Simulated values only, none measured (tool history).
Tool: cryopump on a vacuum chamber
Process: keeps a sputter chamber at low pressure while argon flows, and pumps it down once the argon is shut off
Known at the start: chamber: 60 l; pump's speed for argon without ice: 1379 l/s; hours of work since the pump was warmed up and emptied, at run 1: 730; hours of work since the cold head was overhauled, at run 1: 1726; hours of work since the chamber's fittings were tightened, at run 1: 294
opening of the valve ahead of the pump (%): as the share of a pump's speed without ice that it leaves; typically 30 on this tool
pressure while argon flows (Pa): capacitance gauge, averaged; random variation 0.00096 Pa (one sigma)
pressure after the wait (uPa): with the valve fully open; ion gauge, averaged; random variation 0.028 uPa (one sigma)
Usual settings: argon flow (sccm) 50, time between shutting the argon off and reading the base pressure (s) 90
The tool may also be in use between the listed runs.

| run | hour | argon flow (sccm) | time between shutting the argon off and reading the base pressure (s) | opening of the valve ahead of the pump (%) | hours of work since the pump was warmed up and emptied | hours of work since the cold head was overhauled | hours of work since the chamber's fittings were tightened | pressure while argon flows (Pa) | pressure after the wait (uPa) |
|---|---|---|---|---|---|---|---|---|---|
| 1 | 0.0 | 50 | 90 | 30 | 730 | 1726 | 294 | 0.2275 | 1.45 |
| 2 | 72.3 | 47 | 90 | 30 | 777 | 1773 | 340 | 0.2151 | 1.53 |
| 3 | 142.8 | 50 | 105 | 30 | 823 | 1819 | 386 | 0.2338 | 1.36 |
| 4 | 238.8 | 50 | 105 | 30 | 885 | 1881 | 448 | 0.2368 | 1.34 |
|  | 295.3 | pump warmed up, emptied and cooled again |
| 5 | 299.4 | 50 | 105 | 30 | 3 | 1917 | 485 | 0.2068 | 1.28 |
| 6 | 370.0 | 50 | 105 | 30 | 48 | 1963 | 530 | 0.2045 | 1.34 |
| 7 | 441.1 | 50 | 105 | 30 | 95 | 2009 | 576 | 0.2071 | 1.30 |
| 8 | 524.5 | 50 | 105 | 30 | 149 | 2063 | 630 | 0.2075 | 1.36 |
| 9 | 589.0 | 50 | 90 | 30 | 190 | 2105 | 672 | 0.2110 | 1.48 |
| 10 | 671.5 | 50 | 90 | 30 | 244 | 2158 | 726 | 0.2128 | 1.51 |
| 11 | 725.7 | 26 | 90 | 30 | 279 | 2194 | 761 | 0.1116 | 1.51 |
| 12 | 771.4 | 50 | 42 | 30 | 309 | 2223 | 790 | 0.2132 | 2.79 |
| 13 | 872.9 | 50 | 90 | 30 | 375 | 2289 | 856 | 0.2162 | 1.56 |
| 14 | 926.6 | 50 | 90 | 30 | 409 | 2324 | 891 | 0.2192 | 1.54 |
| 15 | 1029.2 | 50 | 90 | 30 | 476 | 2390 | 958 | 0.2202 | 1.63 |
| 16 | 1110.2 | 50 | 90 | 30 | 528 | 2443 | 1010 | 0.2212 | 1.65 |
| 17 | 1167.9 | 50 | 95 | 30 | 566 | 2480 | 1048 | 0.2237 | 1.63 |
| 18 | 1264.1 | 22 | 67 | 30 | 628 | 2543 | 1110 | 0.0986 | 2.08 |
| 19 | 1316.3 | 32 | 134 | 20 | 662 | 2577 | 1144 | 0.2098 | 1.39 |
| 20 | 1367.9 | 50 | 90 | 38 | 695 | 2610 | 1177 | 0.1850 | 1.72 |
| 21 | 1460.6 | 50 | 90 | 38 | 756 | 2670 | 1237 | 0.1869 | 1.82 |
| 22 | 1563.6 | 50 | 90 | 38 | 822 | 2737 | 1304 | 0.1907 | 1.88 |
| 23 | 1622.5 | 69 | 90 | 51 | 861 | 2775 | 1342 | 0.2083 | 1.78 |
|  | 1719.6 | pump warmed up, emptied and cooled again |
| 24 | 1723.9 | 28 | 219 | 30 | 3 | 2838 | 1405 | 0.1149 | 0.97 |
| 25 | 1790.1 | 50 | 76 | 30 | 46 | 2880 | 1448 | 0.2067 | 1.82 |
| 26 | 1873.8 | 64 | 45 | 30 | 100 | 2935 | 1502 | 0.2664 | 2.79 |
| 27 | 1926.6 | 64 | 45 | 42 | 134 | 2969 | 1536 | 0.1930 | 2.72 |
| 28 | 1973.7 | 64 | 43 | 42 | 165 | 3000 | 1567 | 0.1952 | 2.93 |
| 29 | 2073.6 | 66 | 99 | 50 | 230 | 3064 | 1632 | 0.1718 | 1.64 |
| 30 | 2160.1 | 66 | 99 | 50 | 286 | 3120 | 1688 | 0.1709 | 1.64 |
| 31 | 2257.0 | 50 | 262 | 30 | 348 | 3183 | 1750 | 0.2143 | 1.08 |
| 32 | 2354.7 | 50 | 213 | 46 | 412 | 3247 | 1814 | 0.1459 | 1.21 |
| 33 | 2400.1 | 50 | 213 | 46 | 441 | 3276 | 1843 | 0.1463 | 1.23 |

Branching from run 33: 3 alternative next runs. What would each branch give?
| A | 2470.7 | 50 | 91 | 51 | 487 | 3322 | 1889 | ? | ? |
| B | 2470.7 | 55 | 90 | 40 | 487 | 3322 | 1889 | ? | ? |
| C | 2470.7 | 39 | 90 | 37 | 487 | 3322 | 1889 | ? | ? |

| run | pressure while argon flows (Pa) | pressure after the wait (uPa) |
|---|---|---|
| A | 0.1355 | 1.83 |
| B | 0.1858 | 1.88 |
| C | 0.1404 | 1.89 |
With no hidden state in the tool, these same runs would have given:
| run | pressure while argon flows (Pa) | pressure after the wait (uPa) |
|---|---|---|
| A | 0.1203 | 1.27 |
| B | 0.1691 | 1.30 |
| C | 0.1286 | 1.32 |
